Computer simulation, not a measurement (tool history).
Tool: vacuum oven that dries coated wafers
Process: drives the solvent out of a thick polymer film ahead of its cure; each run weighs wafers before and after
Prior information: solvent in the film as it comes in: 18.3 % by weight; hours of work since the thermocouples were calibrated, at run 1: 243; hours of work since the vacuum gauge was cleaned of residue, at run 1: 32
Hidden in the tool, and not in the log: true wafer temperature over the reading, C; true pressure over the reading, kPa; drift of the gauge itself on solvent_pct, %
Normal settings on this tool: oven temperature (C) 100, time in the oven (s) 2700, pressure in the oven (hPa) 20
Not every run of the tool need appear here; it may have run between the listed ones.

run   hour  oven temperature (C)  time in the oven (s)  pressure in the oven (hPa)  hours of work since the thermocouples were calibrated  hours of work since the vacuum gauge was cleaned of residue  solvent left in the film (%)
  1      0                   100                  2700                          20                                                    243                                                           32                         1.558
  2   17.4                   100                  2700                          20                                                    252                                                           41                         1.566
  3   35.6                   100                  2700                          20                                                    261                                                           49                         1.567
  4   58.7                   100                  2700                          20                                                    272                                                           61                         1.573
  5   73.3                   100                  2700                          20                                                    280                                                           68                         1.562
  6   95.1                   100                  2340                          20                                                    290                                                           79                         1.878
  7  114.1                   100                  2340                          20                                                    300                                                           88                         1.892
  8  135.4                   100                  2340                          20                                                    310                                                           99                         1.887
  9  148.2                   100                  2340                          20                                                    317                                                          105                         1.882
     152.7  -- oven's thermocouples calibrated
 10  172.5                   100                  2100                          20                                                     10                                                          116                         2.168
 11  185.1                   100                  2100                          20                                                     16                                                          123                         2.161
 12    209                   100                  2700                          20                                                     28                                                          134                         1.558
     220.6  -- oven's thermocouples calibrated, once more
 13  225.4                   100                  2700                          20                                                      2                                                          142                         1.724
 14  245.7                   100                  2700                        27.4                                                     12                                                          152                         2.065
 15    274                   113                  4380                        70.3                                                     26                                                          166                         2.198
 16  298.5                   100                  4320                          20                                                     39                                                          178                         1.129
 17    322                   100                  4320                          20                                                     50                                                          189                          1.13
 18    343                   100                  2700                        11.1                                                     61                                                          200                         1.303
 19    355                   111                  1500                        66.6                                                     67                                                          206                         3.119
 20  371.4                   105                  3960                          20                                                     75                                                          214                         0.915

Run 21 is up next; what results do you expect?
 21  386.9                   105                  3960                        20.7                                                     82                                                          222                             ?

solvent left in the film (%): 0.924
Had the tool carried no hidden state, the very same run would have given solvent left in the film (%) 0.885.

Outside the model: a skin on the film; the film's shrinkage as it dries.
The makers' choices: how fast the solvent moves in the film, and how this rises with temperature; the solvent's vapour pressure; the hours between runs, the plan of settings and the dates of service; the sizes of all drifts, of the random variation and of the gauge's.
